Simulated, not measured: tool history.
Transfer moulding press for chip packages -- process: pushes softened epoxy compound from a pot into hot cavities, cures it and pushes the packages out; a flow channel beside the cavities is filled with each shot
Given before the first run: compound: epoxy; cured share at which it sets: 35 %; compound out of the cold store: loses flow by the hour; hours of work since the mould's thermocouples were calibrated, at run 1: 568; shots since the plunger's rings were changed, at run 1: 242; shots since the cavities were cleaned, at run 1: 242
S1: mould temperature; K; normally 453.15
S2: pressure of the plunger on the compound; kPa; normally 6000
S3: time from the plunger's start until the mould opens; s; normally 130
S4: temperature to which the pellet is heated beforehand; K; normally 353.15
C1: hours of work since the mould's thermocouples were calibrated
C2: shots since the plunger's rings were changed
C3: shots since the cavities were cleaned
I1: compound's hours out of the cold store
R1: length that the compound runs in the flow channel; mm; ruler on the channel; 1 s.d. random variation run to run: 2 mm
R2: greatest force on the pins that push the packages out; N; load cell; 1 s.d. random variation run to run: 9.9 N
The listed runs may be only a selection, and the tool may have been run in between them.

run,hour,S1,S2,S3,S4,C1,C2,C3,I1,R1,R2
1,0.0,453.15,6000,130,353.15,568,242,242,27.4,773,715
2,19.1,453.15,6000,130,353.15,577,390,390,13.1,830,896
3,39.4,453.15,6000,130,353.15,588,546,546,31.1,755,981
4,66.2,453.15,6000,130,353.15,601,752,752,46.5,700,999
5,97.0,453.15,6000,130,353.15,617,989,989,10.9,838,1107
# hour 121.2: cavities cleaned with cleaning compound and waxed
6,131.8,453.15,6000,130,353.15,633,1246,82,34.0,744,614
7,158.8,453.15,6000,130,353.15,647,1454,290,17.9,806,820
8,183.8,453.15,6000,130,353.15,660,1647,483,9.6,845,925
9,212.0,453.15,4980,122,353.15,674,1864,700,29.9,686,1127
# hour 215.7: mould's thermocouples calibrated
10,231.2,453.15,6550,126,353.15,8,1997,833,15.2,854,1171
11,258.5,453.15,6550,126,353.15,22,2206,1042,10.2,874,1190
# hour 276.7: cavities cleaned with cleaning compound and waxed
12,295.1,451.15,6240,152,345.15,39,2477,142,25.1,799,660
13,316.7,453.15,6000,165,353.15,50,2643,308,21.7,788,674
14,342.8,445.15,6000,119,344.15,63,2844,509,24.1,805,1974
# hour 367.0: mould's thermocouples calibrated, once more
15,377.1,460.15,6000,135,359.15,5,3093,758,40.3,684,813
16,401.8,459.15,5710,158,353.15,18,3284,949,27.0,717,848

Entry by entry between the runs, the difference in hidden state between the last listed run before and the first listed run after:
From run 5 to run 6: cavities cleaned with cleaning compound and waxed (hour 121.2)
  true mould temperature over the reading, C: -1.12 -> -1.16; pressure that reaches the compound, % of what is set: 98.13 -> 97.78; grip of the stained cavities, % over clean ones': 117.2 -> 22.2
  measured value less the no-hidden-state value, R1: -4 -> -5 mm; R2: +628 -> +135 N
From run 9 to run 10: mould's thermocouples calibrated (hour 215.7)
  true mould temperature over the reading, C: -1.23 -> -1.71; pressure that reaches the compound, % of what is set: 96.97 -> 96.8; grip of the stained cavities, % over clean ones': 103.9 -> 111.4
  measured value less the no-hidden-state value, R1: -7 -> -8 mm; R2: +606 -> +668 N
From run 11 to run 12: cavities cleaned with cleaning compound and waxed (hour 276.7)
  true mould temperature over the reading, C: -1.73 -> -1.76; pressure that reaches the compound, % of what is set: 96.53 -> 96.15; grip of the stained cavities, % over clean ones': 118.8 -> 40.8
  measured value less the no-hidden-state value, R1: -9 -> -9 mm; R2: +695 -> +218 N
From run 14 to run 15: mould's thermocouples calibrated, once more (hour 367.0)
  true mould temperature over the reading, C: -1.8 -> 0.2; pressure that reaches the compound, % of what is set: 95.69 -> 95.39; grip of the stained cavities, % over clean ones': 91.8 -> 108.7
  measured value less the no-hidden-state value, R1: -11 -> -17 mm; R2: +1067 -> +425 N
